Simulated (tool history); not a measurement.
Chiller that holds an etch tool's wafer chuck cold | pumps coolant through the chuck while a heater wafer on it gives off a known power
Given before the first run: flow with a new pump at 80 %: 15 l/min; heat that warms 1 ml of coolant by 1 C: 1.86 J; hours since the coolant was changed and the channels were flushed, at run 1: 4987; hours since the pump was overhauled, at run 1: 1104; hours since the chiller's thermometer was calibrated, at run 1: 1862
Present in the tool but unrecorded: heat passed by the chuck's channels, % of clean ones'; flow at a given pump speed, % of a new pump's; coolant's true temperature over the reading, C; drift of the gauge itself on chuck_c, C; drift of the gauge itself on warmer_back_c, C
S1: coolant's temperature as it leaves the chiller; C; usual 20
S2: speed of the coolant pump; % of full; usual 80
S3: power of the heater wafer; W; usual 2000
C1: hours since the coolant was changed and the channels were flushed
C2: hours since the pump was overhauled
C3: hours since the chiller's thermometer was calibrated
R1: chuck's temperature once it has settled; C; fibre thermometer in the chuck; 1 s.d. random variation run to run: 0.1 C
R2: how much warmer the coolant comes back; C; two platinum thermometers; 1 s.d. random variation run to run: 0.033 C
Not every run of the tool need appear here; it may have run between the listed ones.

{"run": 1, "day": 0.0, "S1": 20, "S2": 80, "S3": 2000, "C1": 4987, "C2": 1104, "C3": 1862, "R1": 40.7, "R2": 4.44}
{"run": 2, "day": 2.354, "S1": 20, "S2": 80, "S3": 2000, "C1": 5044, "C2": 1160, "C3": 1919, "R1": 40.7, "R2": 4.39}
{"run": 3, "day": 3.583, "S1": 20, "S2": 80, "S3": 2000, "C1": 5073, "C2": 1190, "C3": 1948, "R1": 40.7, "R2": 4.4}
{"run": 4, "day": 5.917, "S1": 20, "S2": 80, "S3": 2000, "C1": 5129, "C2": 1246, "C3": 2004, "R1": 40.7, "R2": 4.43}
{"run": 5, "day": 7.725, "S1": 20, "S2": 80, "S3": 2000, "C1": 5173, "C2": 1289, "C3": 2048, "R1": 40.8, "R2": 4.44}
{"run": 6, "day": 9.979, "S1": 20, "S2": 80, "S3": 2000, "C1": 5227, "C2": 1343, "C3": 2102, "R1": 41, "R2": 4.44}
{"run": 7, "day": 12.242, "S1": 20, "S2": 80, "S3": 2000, "C1": 5281, "C2": 1398, "C3": 2156, "R1": 40.9, "R2": 4.45}
{"run": 8, "day": 14.458, "S1": 20, "S2": 80, "S3": 2000, "C1": 5334, "C2": 1451, "C3": 2210, "R1": 41.2, "R2": 4.46}
{"run": 9, "day": 15.517, "S1": 14, "S2": 80, "S3": 2000, "C1": 5360, "C2": 1476, "C3": 2235, "R1": 34.9, "R2": 4.47}
{"run": 10, "day": 17.679, "S1": 14, "S2": 80, "S3": 2000, "C1": 5412, "C2": 1528, "C3": 2287, "R1": 35, "R2": 4.49}
{"run": 11, "day": 19.95, "S1": 14, "S2": 80, "S3": 2000, "C1": 5466, "C2": 1583, "C3": 2341, "R1": 35.2, "R2": 4.43}
{"run": 12, "day": 21.046, "S1": 14, "S2": 80, "S3": 2000, "C1": 5492, "C2": 1609, "C3": 2368, "R1": 35.2, "R2": 4.47}
{"run": 13, "day": 22.983, "S1": 20, "S2": 80, "S3": 2000, "C1": 5539, "C2": 1655, "C3": 2414, "R1": 41, "R2": 4.43}
{"run": 14, "day": 24.421, "S1": 20, "S2": 80, "S3": 2000, "C1": 5574, "C2": 1690, "C3": 2449, "R1": 41.3, "R2": 4.46}
{"run": 15, "day": 25.858, "S1": 20, "S2": 80, "S3": 2000, "C1": 5608, "C2": 1724, "C3": 2483, "R1": 41.1, "R2": 4.5}
{"run": 16, "day": 27.967, "S1": 20, "S2": 84, "S3": 2000, "C1": 5659, "C2": 1775, "C3": 2534, "R1": 40.6, "R2": 4.21}
{"run": 17, "day": 30.238, "S1": 16, "S2": 80, "S3": 2200, "C1": 5713, "C2": 1829, "C3": 2588, "R1": 39.6, "R2": 4.94}
{"run": 18, "day": 32.3, "S1": 16, "S2": 80, "S3": 2200, "C1": 5763, "C2": 1879, "C3": 2638, "R1": 39.3, "R2": 4.92}
{"run": 19, "day": 33.308, "S1": 12, "S2": 74, "S3": 1602, "C1": 5787, "C2": 1903, "C3": 2662, "R1": 30.1, "R2": 3.85}
{"run": 20, "day": 35.467, "S1": 20, "S2": 80, "S3": 1909, "C1": 5839, "C2": 1955, "C3": 2714, "R1": 40.4, "R2": 4.23}
{"run": 21, "day": 37.646, "S1": 15, "S2": 80, "S3": 2307, "C1": 5891, "C2": 2007, "C3": 2766, "R1": 39.6, "R2": 5.17}
{"run": 22, "day": 39.862, "S1": 15, "S2": 81, "S3": 2307, "C1": 5944, "C2": 2060, "C3": 2819, "R1": 39.5, "R2": 5.15}
{"run": 23, "day": 41.062, "S1": 18, "S2": 71, "S3": 2081, "C1": 5973, "C2": 2089, "C3": 2848, "R1": 42.3, "R2": 5.3}
{"run": 24, "day": 43.279, "S1": 18, "S2": 71, "S3": 2081, "C1": 6026, "C2": 2142, "C3": 2901, "R1": 42.4, "R2": 5.22}
{"run": 25, "day": 44.642, "S1": 18, "S2": 71, "S3": 2081, "C1": 6059, "C2": 2175, "C3": 2934, "R1": 42.2, "R2": 5.31}
{"run": 26, "day": 46.512, "S1": 18, "S2": 71, "S3": 2081, "C1": 6104, "C2": 2220, "C3": 2979, "R1": 42.3, "R2": 5.27}
{"run": 27, "day": 47.871, "S1": 13, "S2": 98, "S3": 2478, "C1": 6136, "C2": 2253, "C3": 3011, "R1": 36.1, "R2": 4.59}

Below are 5 alternative next runs, each starting from the tool's condition after run 27. Predict each:
{"run": "A", "day": 49.279, "S1": 13, "S2": 98, "S3": 1295, "C1": 6170, "C2": 2286, "C3": 3045, "R1": "?", "R2": "?"}
{"run": "B", "day": 49.279, "S1": 20, "S2": 80, "S3": 2104, "C1": 6170, "C2": 2286, "C3": 3045, "R1": "?", "R2": "?"}
{"run": "C", "day": 49.279, "S1": 12, "S2": 72, "S3": 2463, "C1": 6170, "C2": 2286, "C3": 3045, "R1": "?", "R2": "?"}
{"run": "D", "day": 49.279, "S1": 13, "S2": 85, "S3": 2478, "C1": 6170, "C2": 2286, "C3": 3045, "R1": "?", "R2": "?"}
{"run": "E", "day": 49.279, "S1": 12, "S2": 90, "S3": 1163, "C1": 6170, "C2": 2286, "C3": 3045, "R1": "?", "R2": "?"}

run=A R1=25.1 R2=2.37
run=B R1=42.7 R2=4.73
run=C R1=40.5 R2=6.23
run=D R1=38.5 R2=5.26
run=E R1=23.5 R2=2.35
Without the tool's hidden state the same runs would have given:
run=A R1=23.4 R2=2.25
run=B R1=39.7 R2=4.5
run=C R1=36.7 R2=5.93
run=D R1=35.1 R2=5.01
run=E R1=21.9 R2=2.24
